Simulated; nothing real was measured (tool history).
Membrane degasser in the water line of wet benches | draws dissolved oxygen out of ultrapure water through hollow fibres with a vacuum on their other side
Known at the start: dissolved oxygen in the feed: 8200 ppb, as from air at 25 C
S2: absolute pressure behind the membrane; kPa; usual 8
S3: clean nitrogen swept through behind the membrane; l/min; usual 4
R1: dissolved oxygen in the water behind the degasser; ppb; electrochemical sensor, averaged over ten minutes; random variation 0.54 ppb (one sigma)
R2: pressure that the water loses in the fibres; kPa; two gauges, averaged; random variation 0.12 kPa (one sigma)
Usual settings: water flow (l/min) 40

{"run": 1, "hour": 0.0, "water flow (l/min)": 40, "S2": 8, "S3": 4, "R1": 133.5, "R2": 38.53}
{"run": 2, "hour": 61.0, "water flow (l/min)": 40, "S2": 8, "S3": 4, "R1": 133.4, "R2": 38.56}
{"run": 3, "hour": 155.6, "water flow (l/min)": 40, "S2": 8, "S3": 4, "R1": 133.8, "R2": 38.64}
{"run": 4, "hour": 229.2, "water flow (l/min)": 40, "S2": 8, "S3": 2.71, "R1": 183.9, "R2": 38.38}
{"run": 5, "hour": 288.1, "water flow (l/min)": 40, "S2": 8, "S3": 2.96, "R1": 170.4, "R2": 38.81}
{"run": 6, "hour": 400.2, "water flow (l/min)": 40, "S2": 8, "S3": 2.96, "R1": 170.8, "R2": 38.55}
{"run": 7, "hour": 487.6, "water flow (l/min)": 40, "S2": 8, "S3": 2.32, "R1": 206.7, "R2": 38.58}
{"run": 8, "hour": 579.6, "water flow (l/min)": 40, "S2": 8, "S3": 4, "R1": 136, "R2": 38.57}
{"run": 9, "hour": 704.9, "water flow (l/min)": 40, "S2": 8, "S3": 4, "R1": 135.6, "R2": 38.4}
{"run": 10, "hour": 839.5, "water flow (l/min)": 40, "S2": 8, "S3": 4, "R1": 135.4, "R2": 38.87}
{"run": 11, "hour": 938.4, "water flow (l/min)": 40, "S2": 8, "S3": 4, "R1": 136, "R2": 38.79}
{"run": 12, "hour": 1074.8, "water flow (l/min)": 40, "S2": 8, "S3": 4, "R1": 135.9, "R2": 38.67}
{"run": 13, "hour": 1212.9, "water flow (l/min)": 40, "S2": 8, "S3": 4, "R1": 136.7, "R2": 38.85}
{"run": 14, "hour": 1291.9, "water flow (l/min)": 40, "S2": 8, "S3": 4, "R1": 136.1, "R2": 38.76}
{"run": 15, "hour": 1424.6, "water flow (l/min)": 40, "S2": 8, "S3": 4, "R1": 135.8, "R2": 38.85}
{"run": 16, "hour": 1505.8, "water flow (l/min)": 53, "S2": 5.35, "S3": 3.48, "R1": 138.5, "R2": 51.29}

Forecast run 17:
{"run": 17, "hour": 1627.2, "water flow (l/min)": 25, "S2": 5.35, "S3": 2.12, "R1": "?", "R2": "?"}

{"run 17": {"R1": 64.4, "R2": 24.35}}
Without the tool's hidden state the same run would have given R1 61.7 ppb, R2 23.64 kPa.
